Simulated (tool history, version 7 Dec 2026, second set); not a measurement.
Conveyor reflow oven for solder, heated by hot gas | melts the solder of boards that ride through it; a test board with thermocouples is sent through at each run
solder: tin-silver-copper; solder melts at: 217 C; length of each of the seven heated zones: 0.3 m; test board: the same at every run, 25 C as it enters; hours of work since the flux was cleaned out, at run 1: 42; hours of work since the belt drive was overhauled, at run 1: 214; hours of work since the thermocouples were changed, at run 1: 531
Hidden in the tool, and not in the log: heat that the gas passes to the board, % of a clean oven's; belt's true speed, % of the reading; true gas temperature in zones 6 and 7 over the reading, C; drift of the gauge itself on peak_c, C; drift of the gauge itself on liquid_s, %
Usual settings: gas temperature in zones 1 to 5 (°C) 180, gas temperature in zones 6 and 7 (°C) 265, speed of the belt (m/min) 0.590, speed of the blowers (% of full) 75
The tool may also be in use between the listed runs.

run	day	gas temperature in zones 1 to 5 (°C)	gas temperature in zones 6 and 7 (°C)	speed of the belt (m/min)	speed of the blowers (% of full)	hours of work since the flux was cleaned out	hours of work since the belt drive was overhauled	hours of work since the thermocouples were changed	highest temperature of the board (°C)	time above the solder's melting point (s)
1	0.000	180	265	0.590	75	42	214	531	257.8	52.0
2	0.725	180	278	0.590	75	51	223	540	270.1	56.2
3	1.342	180	278	0.590	75	59	230	548	270.1	56.0
4	1.754	180	278	0.590	75	64	235	553	270.3	56.3
5	2.258	180	278	0.590	75	70	242	559	270.1	56.1
6	2.604	180	278	0.590	75	75	246	563	270.4	56.2
7	2.983	180	265	0.590	75	79	251	568	257.8	51.2
8	3.750	187	265	0.590	75	89	260	577	258.5	54.0
9	4.196	184	265	0.590	75	94	266	583	258.9	53.3
10	4.558	184	265	0.590	75	99	270	588	258.6	53.3
11	5.308	184	265	0.590	75	108	279	597	258.8	53.0
12	6.096	184	265	0.590	75	118	289	607	258.1	53.1
13	6.579	180	265	0.654	75	124	295	613	255.4	44.9
14	7.079	165	265	0.590	75	130	302	619	255.9	47.5
15	7.804	165	265	0.590	75	139	311	628	256.3	47.4
16	8.433	181	265	0.662	75	147	318	636	256.0	44.7
17	9.067	184	265	0.590	64	155	326	644	256.3	51.9
18	9.604	184	265	0.590	64	162	333	650	256.8	52.1
19	10.058	180	265	0.495	89	167	339	656	263.3	65.1
20	10.625	180	260	0.495	73	174	346	663	257.4	62.2
21	11.321	180	260	0.495	65	183	354	672	255.2	61.0
22	11.679	180	253	0.590	75	188	359	676	247.0	46.8
23	12.312	189	264	0.590	75	195	367	684	258.0	54.2
24	12.967	192	276	0.590	56	204	375	692	265.8	58.0
25	13.504	195	265	0.640	77	210	381	699	259.6	52.8
26	14.033	180	274	0.690	69	217	388	705	259.9	44.8
27	14.746	180	272	0.690	67	226	397	714	258.0	43.4
28	15.433	193	265	0.571	55	234	405	723	256.9	57.4
29	15.983	194	259	0.477	65	241	412	730	256.7	69.7
30	16.375	194	259	0.477	65	246	417	734	257.0	69.6

Hidden state or all else? Some run-to-run changes of highest temperature of the board (°C), split into what the settings, what came in and random variation would give without the hidden state, and what is left for the hidden state (with any gauge scatter that isn't in both results):
Run 1 -> 2: gas temperature in zones 6 and 7 (°C) 265 -> 278. highest temperature of the board (°C) +12.3: hidden state +0.0, all else +12.3.
Run 6 -> 7: gas temperature in zones 6 and 7 (°C) 278 -> 265. highest temperature of the board (°C) -12.6: hidden state -0.1, all else -12.5.
Run 12 -> 13: gas temperature in zones 1 to 5 (°C) 184 -> 180, speed of the belt (m/min) 0.590 -> 0.654. highest temperature of the board (°C) -2.7: hidden state -0.2, all else -2.5.
Run 22 -> 23: gas temperature in zones 1 to 5 (°C) 180 -> 189, gas temperature in zones 6 and 7 (°C) 253 -> 264. highest temperature of the board (°C) +11.0: hidden state +0.1, all else +10.9.
Run 27 -> 28: gas temperature in zones 1 to 5 (°C) 180 -> 193, gas temperature in zones 6 and 7 (°C) 272 -> 265, speed of the belt (m/min) 0.690 -> 0.571, speed of the blowers (% of full) 67 -> 55. highest temperature of the board (°C) -1.1: hidden state +0.4, all else -1.5.
Run 28 -> 29: gas temperature in zones 1 to 5 (°C) 193 -> 194, gas temperature in zones 6 and 7 (°C) 265 -> 259, speed of the belt (m/min) 0.571 -> 0.477, speed of the blowers (% of full) 55 -> 65. highest temperature of the board (°C) -0.2: hidden state +0.3, all else -0.5.

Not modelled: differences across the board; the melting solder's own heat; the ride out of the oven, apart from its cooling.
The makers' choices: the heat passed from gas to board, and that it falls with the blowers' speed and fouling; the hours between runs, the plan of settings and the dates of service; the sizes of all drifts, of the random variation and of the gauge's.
